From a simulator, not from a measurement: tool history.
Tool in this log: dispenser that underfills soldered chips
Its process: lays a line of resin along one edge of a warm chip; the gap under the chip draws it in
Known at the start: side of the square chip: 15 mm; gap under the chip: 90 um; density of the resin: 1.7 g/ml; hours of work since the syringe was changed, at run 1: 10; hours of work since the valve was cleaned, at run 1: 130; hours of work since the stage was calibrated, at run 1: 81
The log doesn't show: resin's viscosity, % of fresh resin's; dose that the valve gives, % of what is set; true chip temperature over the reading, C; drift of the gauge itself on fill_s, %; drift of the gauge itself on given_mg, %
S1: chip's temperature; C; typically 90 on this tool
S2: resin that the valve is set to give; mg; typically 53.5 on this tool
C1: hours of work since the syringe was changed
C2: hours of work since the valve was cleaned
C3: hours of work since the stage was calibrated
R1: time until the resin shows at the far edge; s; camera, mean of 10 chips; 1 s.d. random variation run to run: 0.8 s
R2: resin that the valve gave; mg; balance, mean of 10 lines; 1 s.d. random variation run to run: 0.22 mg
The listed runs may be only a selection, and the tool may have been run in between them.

| run | day | S1 | S2 | C1 | C2 | C3 | R1 | R2 |
|---|---|---|---|---|---|---|---|---|
| 1 | 0 | 90 | 53.5 | 10 | 130 | 81 | 129 | 47.51 |
|  | 0.171 | new syringe of resin |
| 2 | 0.179 | 90 | 53.5 | 0 | 132 | 84 | 77.1 | 47.08 |
| 3 | 0.525 | 97 | 53.5 | 5 | 137 | 89 | 76.1 | 47.2 |
| 4 | 0.717 | 90 | 60.1 | 8 | 140 | 92 | 117.4 | 52.51 |
|  | 0.867 | dispensing valve cleaned and set on the balance |
| 5 | 0.925 | 90 | 60.1 | 11 | 1 | 95 | 132.7 | 60.46 |
|  | 1 | new syringe of resin |
| 6 | 1.204 | 90 | 60.1 | 3 | 5 | 99 | 88.9 | 59.87 |
| 7 | 1.462 | 90 | 53.5 | 7 | 9 | 103 | 109.6 | 53.24 |
| 8 | 1.717 | 90 | 53.5 | 11 | 13 | 107 | 139.2 | 52.96 |
|  | 1.796 | new syringe of resin |
| 9 | 2.017 | 88 | 53.5 | 3 | 17 | 111 | 97.8 | 52.9 |
| 10 | 2.267 | 88 | 53.5 | 7 | 21 | 115 | 122.6 | 52.55 |
|  | 2.596 | new syringe of resin |
| 11 | 2.621 | 88 | 53.5 | 0 | 26 | 120 | 84.3 | 52.17 |
| 12 | 2.912 | 88 | 53.5 | 5 | 30 | 124 | 106.7 | 52.1 |
| 13 | 3.238 | 90 | 53.5 | 10 | 35 | 129 | 131.2 | 51.91 |
|  | 3.383 | new syringe of resin |
| 14 | 3.425 | 90 | 53.5 | 1 | 38 | 132 | 77.2 | 51.68 |
| 15 | 3.629 | 90 | 65.9 | 4 | 41 | 135 | 94 | 63.12 |
| 16 | 3.95 | 95 | 60.4 | 9 | 46 | 140 | 98.2 | 57.3 |
| 17 | 4.146 | 95 | 60.4 | 12 | 49 | 143 | 115.3 | 57.8 |
|  | 4.192 | new syringe of resin |
| 18 | 4.525 | 84 | 48.4 | 5 | 55 | 148 | 134.4 | 46.07 |
| 19 | 4.825 | 82 | 50.1 | 10 | 59 | 153 | 190.4 | 47.17 |
|  | 4.979 | new syringe of resin |
| 20 | 5.017 | 78 | 48.7 | 1 | 62 | 156 | 139 | 45.67 |
| 21 | 5.325 | 78 | 48.7 | 5 | 67 | 160 | 179.5 | 45.85 |
| 22 | 5.496 | 90 | 67.8 | 8 | 69 | 163 | 118.7 | 63.41 |
|  | 5.779 | new syringe of resin |
| 23 | 5.879 | 76 | 69.2 | 2 | 75 | 169 | 151.5 | 63.86 |
| 24 | 6.071 | 76 | 53 | 4 | 78 | 171 | 182.2 | 48.87 |
| 25 | 6.346 | 76 | 53 | 9 | 82 | 176 | 233.8 | 48.86 |
|  | 6.575 | new syringe of resin |
| 26 | 6.688 | 76 | 53 | 2 | 87 | 181 | 158.1 | 48.57 |
| 27 | 6.925 | 76 | 53 | 5 | 90 | 184 | 195.8 | 48.47 |
| 28 | 7.242 | 90 | 64.5 | 10 | 95 | 189 | 134 | 58.87 |
|  | 7.371 | new syringe of resin |
| 29 | 7.604 | 90 | 64.5 | 3 | 101 | 194 | 92.3 | 58.15 |
| 30 | 7.917 | 89 | 45.6 | 8 | 105 | 199 | 135.8 | 40.91 |

Alternative continuations, all from the tool just after run 30; predict every row:
| A | 8.133 | 83 | 53.5 | 12 | 109 | 202 | ? | ? |
| B | 8.133 | 89 | 58.1 | 12 | 109 | 202 | ? | ? |
| C | 8.133 | 105 | 56.7 | 12 | 109 | 202 | ? | ? |

| run | R1 | R2 |
|---|---|---|
| A | 203 | 48.16 |
| B | 154.5 | 51.89 |
| C | 79.2 | 50.92 |
With no hidden state in the tool, these same runs would have given:
| run | R1 | R2 |
|---|---|---|
| A | 100.2 | 53.71 |
| B | 76.7 | 57.87 |
| C | 39.6 | 56.78 |
